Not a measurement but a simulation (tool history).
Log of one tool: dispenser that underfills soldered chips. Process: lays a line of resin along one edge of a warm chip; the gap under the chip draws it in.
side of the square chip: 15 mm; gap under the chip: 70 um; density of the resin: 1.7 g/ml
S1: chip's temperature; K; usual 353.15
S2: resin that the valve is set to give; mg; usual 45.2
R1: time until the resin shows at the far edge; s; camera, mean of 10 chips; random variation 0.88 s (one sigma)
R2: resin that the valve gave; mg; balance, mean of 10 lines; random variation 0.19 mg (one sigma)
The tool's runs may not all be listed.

run   hour      S1    S2     R1     R2
  1    0.0  353.15  45.2  116.3  43.87
       5.6  -- new syringe of resin
  2    7.4  365.15  45.2   59.1  43.27
      17.1  -- new syringe of resin
  3   17.1  365.15  45.2   54.4  43.20
      28.8  -- new syringe of resin
  4   31.7  365.15  45.2   63.4  43.00
      37.1  -- dispensing valve cleaned and set on the balance
      41.2  -- new syringe of resin
  5   43.6  365.15  45.2   63.0  44.92
  6   52.1  354.15  45.2  141.7  44.85
      53.4  -- new syringe of resin
  7   63.1  354.15  45.2  130.7  44.55
      65.2  -- new syringe of resin
  8   73.5  354.15  45.2  125.3  44.74
      76.7  -- new syringe of resin
  9   85.8  354.15  45.2  127.1  44.19
      88.4  -- new syringe of resin
      99.7  -- new syringe of resin
 10   99.9  353.15  45.2   81.2  44.07
     111.2  -- new syringe of resin
 11  113.2  353.15  45.2   88.5  43.80
     122.6  -- new syringe of resin
 12  127.1  353.15  45.2   99.9  43.61
     134.7  -- new syringe of resin
 13  139.2  361.15  45.2   79.0  42.87
     146.3  -- new syringe of resin
 14  146.3  353.15  44.5   80.3  42.62
     157.8  -- new syringe of resin
 15  157.8  353.15  50.7   78.3  48.37
     161.9  -- dispensing valve cleaned and set on the balance
 16  168.6  353.15  45.2  135.7  44.79
     171.1  -- new syringe of resin
 17  180.6  353.15  45.2  130.9  45.10
     183.3  -- new syringe of resin
 18  189.5  353.15  45.2  109.2  44.43
     194.6  -- new syringe of resin
 19  197.5  353.15  45.2   92.7  44.61
     206.1  -- new syringe of resin
 20  212.1  353.15  43.0  112.9  41.96
     217.8  -- new syringe of resin
 21  221.0  363.15  52.4   68.1  51.10
     229.3  -- new syringe of resin
 22  232.2  363.15  52.4   63.3  50.72
 23  239.5  353.15  40.8  133.4  39.51
     241.0  -- new syringe of resin
 24  251.5  366.15  43.5   93.5  41.85
     252.7  -- new syringe of resin
 25  262.1  350.15  46.1  144.5  43.96
     265.0  -- new syringe of resin
 26  275.0  360.15  54.6  104.5  51.66
     276.5  -- new syringe of resin
     287.0  -- dispensing valve cleaned and set on the balance
     289.0  -- new syringe of resin
 27  291.0  360.15  54.6   69.2  54.74
 28  299.7  347.15  49.1  173.7  48.64
     301.2  -- new syringe of resin
 29  309.8  347.15  49.1  148.6  48.45
     313.0  -- new syringe of resin
 30  316.5  351.15  42.5  103.6  42.36
     324.7  -- new syringe of resin
 31  325.2  353.15  41.0   83.0  40.17
 32  333.7  365.15  45.5   87.1  44.30
     336.5  -- new syringe of resin
 33  343.5  358.15  50.5   95.1  49.01

Forecast each of these 4 alternatives for the next run:
     348.1  -- new syringe of resin
  A  353.8  358.15  42.6   ?   ?
     348.1  -- new syringe of resin
  B  353.8  342.15  44.0   ?   ?
     348.1  -- new syringe of resin
  C  353.8  350.15  54.5   ?   ?
     348.1  -- new syringe of resin
  D  353.8  348.15  45.2   ?   ?

run     R1     R2
  A   91.6  41.61
  B  158.2  42.49
  C  118.0  52.54
  D  131.5  43.77
Without the tool's hidden state the same runs would have given:
run     R1     R2
  A   69.1  42.97
  B  120.1  43.89
  C   89.4  54.27
  D   99.7  45.21
